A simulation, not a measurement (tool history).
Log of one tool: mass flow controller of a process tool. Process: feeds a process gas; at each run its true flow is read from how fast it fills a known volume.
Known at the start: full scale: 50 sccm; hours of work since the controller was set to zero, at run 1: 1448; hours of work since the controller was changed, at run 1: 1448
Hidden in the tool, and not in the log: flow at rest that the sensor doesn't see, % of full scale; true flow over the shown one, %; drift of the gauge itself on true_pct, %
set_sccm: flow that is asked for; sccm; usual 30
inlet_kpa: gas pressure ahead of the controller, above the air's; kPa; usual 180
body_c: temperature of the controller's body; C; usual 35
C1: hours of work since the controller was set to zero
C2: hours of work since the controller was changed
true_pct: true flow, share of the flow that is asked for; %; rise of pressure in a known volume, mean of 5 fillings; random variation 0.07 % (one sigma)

run 1 day=0 | set_sccm=30 inlet_kpa=180 body_c=35 | C1=1448 C2=1448 | true_pct=97.63
run 2 day=3.667 | set_sccm=30 inlet_kpa=180 body_c=33 | C1=1496 C2=1496 | true_pct=97.77
run 3 day=9.017 | set_sccm=30 inlet_kpa=253 body_c=35 | C1=1564 C2=1564 | true_pct=98.08
run 4 day=12.321 | set_sccm=30 inlet_kpa=180 body_c=36 | C1=1607 C2=1607 | true_pct=97.47
run 5 day=18.588 | set_sccm=30 inlet_kpa=180 body_c=31 | C1=1687 C2=1687 | true_pct=97.94
run 6 day=21.821 | set_sccm=30 inlet_kpa=180 body_c=35 | C1=1729 C2=1729 | true_pct=97.49
run 7 day=28.196 | set_sccm=30 inlet_kpa=180 body_c=23 | C1=1811 C2=1811 | true_pct=98.87
run 8 day=31.033 | set_sccm=30 inlet_kpa=180 body_c=35 | C1=1847 C2=1847 | true_pct=97.59
run 9 day=36.021 | set_sccm=9 inlet_kpa=180 body_c=30 | C1=1911 C2=1911 | true_pct=98.45
run 10 day=42.654 | set_sccm=9 inlet_kpa=180 body_c=30 | C1=1996 C2=1996 | true_pct=98.48
run 11 day=48.583 | set_sccm=9 inlet_kpa=180 body_c=36 | C1=2072 C2=2072 | true_pct=97.87

Run 12 comes next. What will it give?
run 12 day=51.646 | set_sccm=38 inlet_kpa=185 body_c=24 | C1=2112 C2=2112 | true_pct=?

true_pct: 99 %
Without the tool's hidden state the same run would have given true_pct 99.4 %.
